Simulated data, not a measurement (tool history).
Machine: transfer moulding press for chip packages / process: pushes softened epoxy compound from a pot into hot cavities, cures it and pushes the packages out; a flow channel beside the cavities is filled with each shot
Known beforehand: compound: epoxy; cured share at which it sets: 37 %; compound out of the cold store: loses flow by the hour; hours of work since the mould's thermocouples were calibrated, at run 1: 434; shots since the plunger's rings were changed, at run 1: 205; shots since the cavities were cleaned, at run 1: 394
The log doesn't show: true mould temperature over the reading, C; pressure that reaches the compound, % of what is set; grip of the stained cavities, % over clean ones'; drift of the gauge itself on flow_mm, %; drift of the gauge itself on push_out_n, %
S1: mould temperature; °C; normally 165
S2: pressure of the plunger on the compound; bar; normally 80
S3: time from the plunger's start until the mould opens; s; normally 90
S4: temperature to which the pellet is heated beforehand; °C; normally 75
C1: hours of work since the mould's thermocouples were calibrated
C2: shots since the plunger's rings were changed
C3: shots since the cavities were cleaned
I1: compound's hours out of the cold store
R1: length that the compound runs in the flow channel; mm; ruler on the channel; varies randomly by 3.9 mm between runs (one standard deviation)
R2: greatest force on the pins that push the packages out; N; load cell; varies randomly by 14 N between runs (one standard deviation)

run   hour   S1    S2   S3  S4   C1    C2   C3    I1   R1    R2
  1      0  165    80   90  75  434   205  394  45.5  733  1086
  2    9.8  165    80   90  75  439   318  507  47.7  731  1135
  3   26.7  165    80   90  75  448   512  701  21.9  781  1261
        34  -- cavities cleaned with cleaning compound and waxed
  4   47.8  161    80   90  75  459   736  158  38.3  759  1197
  5   66.4  161    80   90  75  469   950  372    26  778  1536
  6   81.3  165    80   90  75  477  1121  543  27.9  761  1253
  7     99  165    80   90  75  487  1323  745  18.7  779  1370
     101.8  -- cavities cleaned with cleaning compound and waxed
  8  111.7  165    80   90  75  493  1452  114  15.2  790   866
  9  119.9  165    80   90  75  497  1546  208  29.8  748   965
 10  132.1  165    80   90  75  504  1686  348  28.7  758  1128
 11  145.4  165    80   90  75  511  1839  501  21.2  771  1196
 12  153.9  165    80   90  75  516  1937  599  33.3  741  1241
       170  -- cavities cleaned with cleaning compound and waxed
 13  174.2  165  83.8   90  66  526  2152   49  29.2  764   758
 14  186.2  165    80  118  75  532  2289  186  21.5  769   601
 15  198.3  159  63.1   95  83  539  2428  325  46.7  639  1396
 16  209.2  167  88.7   81  84  545  2554  451   9.1  831  1369
 17  226.6  164  84.3   81  84  554  2752  649   8.5  811  1742
     238.2  -- cavities cleaned with cleaning compound and waxed
 18  238.2  165  85.5   90  83  560  2868    0  34.3  752   598
 19  256.6  165  77.4   72  75  570  3080  212  15.6  751  1813
 20  271.6  165  77.4   79  75  578  3252  384  41.7  704  1564
 21  288.6  166  77.4   79  75  587  3446  578  14.8  751  1672
     305.5  -- cavities cleaned with cleaning compound and waxed
 22  307.1  166  67.5  108  75  596  3641   18    15  698   453
 23  318.4  166  67.5  108  75  602  3772  149  47.3  637   599
 24  336.8  166  67.5  108  68  612  3982  359  20.8  690   736

Alternative continuations, all from the tool just after run 24; predict every row:
  A  348.5  165  89.1   90  77  619  4116  493  10.8   ?   ?
  B  348.5  165    60   90  71  619  4116  493  46.7   ?   ?
  C  348.5  165    80   90  66  619  4116  493  19.8   ?   ?
  D  348.5  166  92.4  108  67  619  4116  493  23.7   ?   ?

run   R1    R2
  A  797  1231
  B  603  1206
  C  749  1242
  D  789   832
The same runs, with their run-to-run variation unchanged, on a tool lacking any hidden condition would have given:
run   R1   R2
  A  850  701
  B  644  684
  C  799  706
  D  842  459

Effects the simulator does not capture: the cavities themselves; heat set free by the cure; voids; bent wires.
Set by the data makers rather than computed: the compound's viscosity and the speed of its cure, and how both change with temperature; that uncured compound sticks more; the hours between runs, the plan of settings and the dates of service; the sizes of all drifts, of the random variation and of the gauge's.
